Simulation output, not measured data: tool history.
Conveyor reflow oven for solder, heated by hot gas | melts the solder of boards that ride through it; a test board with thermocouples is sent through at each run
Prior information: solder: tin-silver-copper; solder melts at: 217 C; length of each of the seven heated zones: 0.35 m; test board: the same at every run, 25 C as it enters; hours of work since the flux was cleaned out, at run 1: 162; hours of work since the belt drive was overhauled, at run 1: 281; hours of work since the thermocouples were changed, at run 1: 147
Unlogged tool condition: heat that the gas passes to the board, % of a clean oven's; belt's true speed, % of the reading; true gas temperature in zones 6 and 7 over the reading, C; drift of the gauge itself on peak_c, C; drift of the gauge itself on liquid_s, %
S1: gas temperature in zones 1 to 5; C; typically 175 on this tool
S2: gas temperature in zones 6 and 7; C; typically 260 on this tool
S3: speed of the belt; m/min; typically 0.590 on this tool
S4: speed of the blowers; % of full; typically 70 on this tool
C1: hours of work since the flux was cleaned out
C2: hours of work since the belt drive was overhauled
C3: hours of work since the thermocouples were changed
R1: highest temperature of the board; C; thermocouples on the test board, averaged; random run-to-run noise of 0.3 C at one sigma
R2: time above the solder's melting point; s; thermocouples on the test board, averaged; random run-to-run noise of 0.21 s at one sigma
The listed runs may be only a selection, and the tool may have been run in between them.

run,hour,S1,S2,S3,S4,C1,C2,C3,R1,R2
1,0.0,175,260,0.590,70,162,281,147,251.0,55.3
2,11.4,175,260,0.590,70,170,289,155,251.1,55.0
3,26.4,174,260,0.590,70,180,299,165,250.4,54.6
4,35.2,174,260,0.590,70,186,305,172,251.5,54.6
5,47.5,174,260,0.590,70,195,314,180,250.6,54.8
6,62.3,175,260,0.590,70,205,324,190,251.1,54.8
7,75.3,175,260,0.590,70,214,333,199,251.4,54.5
8,82.7,175,260,0.590,70,219,338,204,250.6,55.0
# hour 100.9: flux residue cleaned out of gas plates and filters
9,101.8,175,257,0.590,70,1,348,214,247.6,52.7
10,114.3,175,257,0.590,70,9,357,223,248.5,53.3
11,123.3,175,257,0.590,70,15,363,229,248.8,53.2
12,136.6,175,257,0.590,70,25,372,238,248.5,53.2
13,147.3,175,257,0.590,70,32,379,246,248.2,53.5
14,161.9,175,257,0.590,70,42,389,256,248.2,52.7
15,176.4,175,257,0.506,73,52,399,266,251.5,66.1
16,187.5,175,257,0.506,73,60,407,273,252.0,66.0
17,198.9,175,256,0.590,70,68,415,281,247.3,52.5
18,214.7,179,265,0.590,70,79,426,292,256.0,59.3
19,226.0,175,250,0.590,55,87,434,300,240.1,45.5
20,236.3,175,250,0.590,55,94,441,307,239.3,45.6
21,243.4,166,250,0.523,55,99,446,312,241.1,51.2
22,255.5,166,250,0.569,55,107,454,320,239.1,44.3
23,266.4,166,250,0.569,55,115,462,328,238.8,43.6
24,276.8,186,274,0.556,68,122,469,335,266.4,69.7
25,288.8,186,259,0.615,68,130,477,343,249.8,55.8
26,299.6,167,273,0.544,70,137,485,351,264.7,64.8
27,314.4,175,260,0.620,70,148,495,361,249.3,51.3
28,321.2,175,260,0.620,70,152,500,366,249.6,51.2

For each entry between runs, how does the tool's hidden state at the last listed run before it compare with that at the first listed run after it?
Logged between run 8 and run 9: flux residue cleaned out of gas plates and filters (hour 100.9)
  heat that the gas passes to the board, % of a clean oven's: 99.8 -> 100
